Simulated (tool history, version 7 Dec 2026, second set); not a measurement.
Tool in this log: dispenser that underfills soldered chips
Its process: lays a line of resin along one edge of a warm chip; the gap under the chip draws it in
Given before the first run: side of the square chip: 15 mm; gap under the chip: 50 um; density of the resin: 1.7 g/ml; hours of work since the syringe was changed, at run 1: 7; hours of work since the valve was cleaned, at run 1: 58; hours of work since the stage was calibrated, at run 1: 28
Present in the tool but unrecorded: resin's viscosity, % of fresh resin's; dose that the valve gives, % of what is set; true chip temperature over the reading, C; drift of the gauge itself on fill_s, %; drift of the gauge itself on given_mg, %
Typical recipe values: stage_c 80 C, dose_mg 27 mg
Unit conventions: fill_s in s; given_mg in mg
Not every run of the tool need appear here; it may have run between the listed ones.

run	hour	stage_c	dose_mg	hours of work since the syringe was changed	hours of work since the valve was cleaned	hours of work since the stage was calibrated	fill_s	given_mg
1	0	80	27	7	58	28	508.3	26.37
# hour 5.4: new syringe of resin
2	5.4	80	27	0	62	32	293.4	26.02
3	12	80	33.1	5	66	36	411.5	31.74
4	19.1	80	33.1	9	71	41	591.3	32.22
# hour 21.4: new syringe of resin
5	24.7	80	33.1	2	75	45	350.4	31.8
6	28.8	80	24.1	5	78	47	458.3	23.09
7	32.9	80	23.3	8	80	50	579.9	22.3
# hour 36: dispensing valve cleaned and set on the balance
# hour 38.2: new syringe of resin
8	40.4	80	26.3	1	3	54	329.1	26.32
9	47.8	80	26.3	7	8	59	496	26.18
10	53.6	80	26.3	10	12	63	670.9	26.15
# hour 54.3: new syringe of resin
11	59.9	80	26.3	4	16	67	400.7	26.09
12	65.9	80	26.3	8	20	72	547.1	26.08
# hour 70.7: new syringe of resin
13	73.5	80	26.3	2	25	77	361.7	25.93
14	78.9	77	27	6	29	80	519	26.57
15	85.9	80	27	10	33	85	684.4	26.58
# hour 86.9: new syringe of resin
16	91.1	80	27	3	37	88	371.6	26.43
17	94.5	80	27	5	39	91	451.3	26.42
18	99.6	80	27	9	43	94	602.6	26.31
# hour 102.8: new syringe of resin
19	105.1	76	31.6	2	46	98	376.4	30.94
20	112.8	76	31.6	7	51	103	570.3	30.87
# hour 118.5: new syringe of resin
21	120.8	75	28.9	2	57	108	389.1	28.14
22	127.7	71	34.5	6	61	113	636.4	33.37
23	133.6	72	27.8	10	65	117	867.6	26.83
# hour 134.3: new syringe of resin
24	139	88	29.1	3	69	120	290.5	28.12
25	144.2	89	24.2	7	72	124	398.4	23.3
# hour 150.1: new syringe of resin
26	152.2	87	30.9	1	78	129	257.9	29.39
# hour 159.5: dispensing valve cleaned and set on the balance
27	161.1	87	30.9	7	1	135	395.2	31.16
28	164.7	83	25.5	9	4	137	566.5	25.29
# hour 167.4: new syringe of resin
29	172.5	69	34.5	3	9	142	552.5	34.49
30	179.2	67	31.4	8	13	147	839.9	31.2
# hour 183.5: new syringe of resin
31	183.9	93	28.3	0	16	150	195.8	28.17
32	191.4	87	27.1	5	21	155	358	26.69
33	198.2	80	33.5	10	26	160	639.4	32.89
# hour 199.2: new syringe of resin
34	202.6	80	33.5	2	29	162	344.3	33.11
35	206	68	24.7	5	31	165	660.6	24.07

Table of differences, measured result less the result of that run with no hidden state. Run-to-run variation is the same in both. Gauge scatter possibly is not:
run	fill_s	given_mg
1	+213.3	-0.79
2	-2.5	-0.83
3	+120.9	-1.1
4	+306.1	-1.2
5	+58.9	-1.25
6	+155.9	-0.94
7	+275.3	-0.95
8	+31.3	-0.01
9	+195.8	-0.08
10	+373.9	-0.14
11	+101.4	-0.19
12	+252.4	-0.25
13	+57.3	-0.32
14	+193.8	-0.38
15	+390.2	-0.45
16	+78.6	-0.49
17	+156.2	-0.53
18	+302.5	-0.57
19	+45.8	-0.73
20	+239.9	-0.81
21	+44.7	-0.82
22	+246	-1.07
23	+484.4	-0.92
24	+68.6	-1.02
25	+169.9	-0.88
26	+28.2	-1.21
27	+164.2	-0.06
28	+294.3	-0.08
29	+127.2	-0.21
30	+390.1	-0.27
31	+3.6	-0.28
32	+123.8	-0.34
33	+350.2	-0.5
34	+58.6	-0.55
35	+207.8	-0.44

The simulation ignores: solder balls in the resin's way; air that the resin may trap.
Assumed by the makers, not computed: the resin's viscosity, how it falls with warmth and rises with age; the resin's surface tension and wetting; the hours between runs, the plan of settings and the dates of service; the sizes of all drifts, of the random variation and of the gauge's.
